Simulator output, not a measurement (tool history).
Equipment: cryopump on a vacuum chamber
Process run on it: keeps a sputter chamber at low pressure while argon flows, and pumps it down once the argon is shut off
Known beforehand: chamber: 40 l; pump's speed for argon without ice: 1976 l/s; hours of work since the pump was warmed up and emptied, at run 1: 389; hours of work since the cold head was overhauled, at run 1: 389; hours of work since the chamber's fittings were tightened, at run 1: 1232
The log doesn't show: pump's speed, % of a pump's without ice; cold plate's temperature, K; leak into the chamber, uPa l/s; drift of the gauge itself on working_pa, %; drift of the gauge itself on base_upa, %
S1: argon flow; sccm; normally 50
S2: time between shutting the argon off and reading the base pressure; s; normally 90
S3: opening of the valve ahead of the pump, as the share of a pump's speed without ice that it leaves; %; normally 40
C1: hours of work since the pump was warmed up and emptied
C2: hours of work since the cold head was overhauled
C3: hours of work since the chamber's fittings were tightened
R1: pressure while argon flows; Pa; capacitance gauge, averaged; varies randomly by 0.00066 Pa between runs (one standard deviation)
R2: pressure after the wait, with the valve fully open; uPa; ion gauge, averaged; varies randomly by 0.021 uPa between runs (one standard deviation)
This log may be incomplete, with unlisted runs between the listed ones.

Run 1, day 0.000: usual settings; C1 389; C2 389; C3 1232. Result: R1 0.1102 Pa, R2 0.52 uPa.
Run 2, day 1.033: usual settings; C1 406; C2 406; C3 1248. Result: R1 0.1103 Pa, R2 0.50 uPa.
Run 3, day 2.958: usual settings; C1 437; C2 437; C3 1279. Result: R1 0.1107 Pa, R2 0.56 uPa.
Run 4, day 5.279: usual settings but S1 67 sccm; C1 474; C2 474; C3 1317. Result: R1 0.1468 Pa, R2 0.57 uPa.
Run 5, day 7.617: usual settings but S1 67 sccm; C1 512; C2 512; C3 1355. Result: R1 0.1487 Pa, R2 0.53 uPa.
Run 6, day 9.221: usual settings but S1 67 sccm; C1 538; C2 538; C3 1381. Result: R1 0.1487 Pa, R2 0.51 uPa.
Run 7, day 11.488: usual settings; C1 575; C2 575; C3 1417. Result: R1 0.1119 Pa, R2 0.55 uPa.
Run 8, day 12.854: usual settings; C1 597; C2 597; C3 1439. Result: R1 0.1123 Pa, R2 0.57 uPa.
Run 9, day 14.117: usual settings; C1 617; C2 617; C3 1460. Result: R1 0.1115 Pa, R2 0.60 uPa.
Run 10, day 16.183: usual settings; C1 651; C2 651; C3 1493. Result: R1 0.1125 Pa, R2 0.58 uPa.
Run 11, day 17.292: usual settings but S1 43 sccm; C1 668; C2 668; C3 1511. Result: R1 0.0968 Pa, R2 0.56 uPa.
Run 12, day 19.288: usual settings but S1 43 sccm; C1 701; C2 701; C3 1543. Result: R1 0.0975 Pa, R2 0.57 uPa.
Run 13, day 20.954: usual settings but S1 43 sccm; C1 728; C2 728; C3 1570. Result: R1 0.0980 Pa, R2 0.57 uPa.
Run 14, day 22.875: usual settings but S2 216 s; C1 759; C2 759; C3 1601. Result: R1 0.1127 Pa, R2 0.47 uPa.
Run 15, day 24.083: usual settings but S1 42 sccm; C1 778; C2 778; C3 1621. Result: R1 0.0948 Pa, R2 0.64 uPa.
Run 16, day 25.371: usual settings but S1 42 sccm; C1 799; C2 799; C3 1642. Result: R1 0.0963 Pa, R2 0.60 uPa.
Run 17, day 26.371: usual settings but S1 42 sccm; C1 815; C2 815; C3 1658. Result: R1 0.0949 Pa, R2 0.62 uPa.
Run 18, day 27.362: usual settings but S1 42 sccm; C1 831; C2 831; C3 1674. Result: R1 0.0953 Pa, R2 0.62 uPa.
Run 19, day 29.662: usual settings but S1 42 sccm, S2 220 s, S3 44 %; C1 868; C2 868; C3 1711. Result: R1 0.0876 Pa, R2 0.50 uPa.
Run 20, day 31.679: usual settings but S1 42 sccm, S2 220 s, S3 44 %; C1 901; C2 901; C3 1744. Result: R1 0.0878 Pa, R2 0.49 uPa.
Run 21, day 33.583: usual settings but S1 69 sccm, S2 212 s; C1 932; C2 932; C3 1774. Result: R1 0.1569 Pa, R2 0.55 uPa.
At day 33.896: pump warmed up, emptied and cooled again.
Run 22, day 35.167: usual settings but S1 28 sccm, S2 101 s, S3 24 %; C1 21; C2 954; C3 1797. Result: R1 0.0998 Pa, R2 0.57 uPa.
Run 23, day 37.408: usual settings but S1 28 sccm, S2 147 s, S3 32 %; C1 57; C2 990; C3 1833. Result: R1 0.0746 Pa, R2 0.51 uPa.
Run 24, day 39.262: usual settings but S1 28 sccm, S2 147 s, S3 32 %; C1 87; C2 1020; C3 1863. Result: R1 0.0753 Pa, R2 0.53 uPa.
Run 25, day 41.558: usual settings but S1 28 sccm, S2 147 s, S3 32 %; C1 124; C2 1057; C3 1900. Result: R1 0.0762 Pa, R2 0.55 uPa.
Run 26, day 43.433: usual settings but S1 60 sccm, S2 186 s, S3 21 %; C1 154; C2 1088; C3 1930. Result: R1 0.2454 Pa, R2 0.50 uPa.
Run 27, day 44.471: usual settings but S1 33 sccm, S2 215 s, S3 28 %; C1 171; C2 1105; C3 1947. Result: R1 0.1013 Pa, R2 0.47 uPa.
Run 28, day 45.638: usual settings but S1 21 sccm, S2 99 s, S3 45 %; C1 190; C2 1123; C3 1966. Result: R1 0.0413 Pa, R2 0.60 uPa.
Run 29, day 47.679: usual settings but S1 21 sccm, S2 99 s, S3 45 %; C1 223; C2 1156; C3 1999. Result: R1 0.0403 Pa, R2 0.57 uPa.
Run 30, day 49.000: usual settings but S1 39 sccm, S2 159 s; C1 244; C2 1178; C3 2020. Result: R1 0.0843 Pa, R2 0.54 uPa.
Run 31, day 50.054: usual settings but S1 75 sccm, S3 17 %; C1 261; C2 1195; C3 2037. Result: R1 0.3810 Pa, R2 0.62 uPa.
Run 32, day 51.404: usual settings but S1 75 sccm, S3 17 %; C1 283; C2 1217; C3 2059. Result: R1 0.3786 Pa, R2 0.60 uPa.
Run 33, day 52.442: usual settings but S1 75 sccm, S3 17 %; C1 300; C2 1233; C3 2076. Result: R1 0.3793 Pa, R2 0.60 uPa.
Run 34, day 53.862: usual settings but S1 57 sccm, S2 169 s, S3 17 %; C1 323; C2 1256; C3 2099. Result: R1 0.2892 Pa, R2 0.50 uPa.
Run 35, day 55.454: usual settings but S1 57 sccm, S2 169 s, S3 17 %; C1 349; C2 1282; C3 2125. Result: R1 0.2902 Pa, R2 0.59 uPa.

How would selected steps in R1 from run to run divide? Give the signed amount a tool lacking its hidden state would still show from settings, what came in and random variation, and the signed amount left for the hidden state, including any gauge scatter that is not in both of the compared results.
Run 20 -> 21: S1 42 -> 69, S2 220 -> 212, S3 44 -> 40. R1 +0.0691 Pa: hidden state +0.0043, all else +0.0648.
Run 21 -> 22: S1 69 -> 28, S2 212 -> 101, S3 40 -> 24, pump warmed up, emptied and cooled again. R1 -0.0571 Pa: hidden state -0.0102, all else -0.0469.
Run 25 -> 26: S1 28 -> 60, S2 147 -> 186, S3 32 -> 21. R1 +0.1692 Pa: hidden state +0.0011, all else +0.1681.
Run 26 -> 27: S1 60 -> 33, S2 186 -> 215, S3 21 -> 28. R1 -0.1441 Pa: hidden state -0.0007, all else -0.1434.
Run 30 -> 31: S1 39 -> 75, S2 159 -> 90, S3 40 -> 17. R1 +0.2967 Pa: hidden state +0.0017, all else +0.2950.
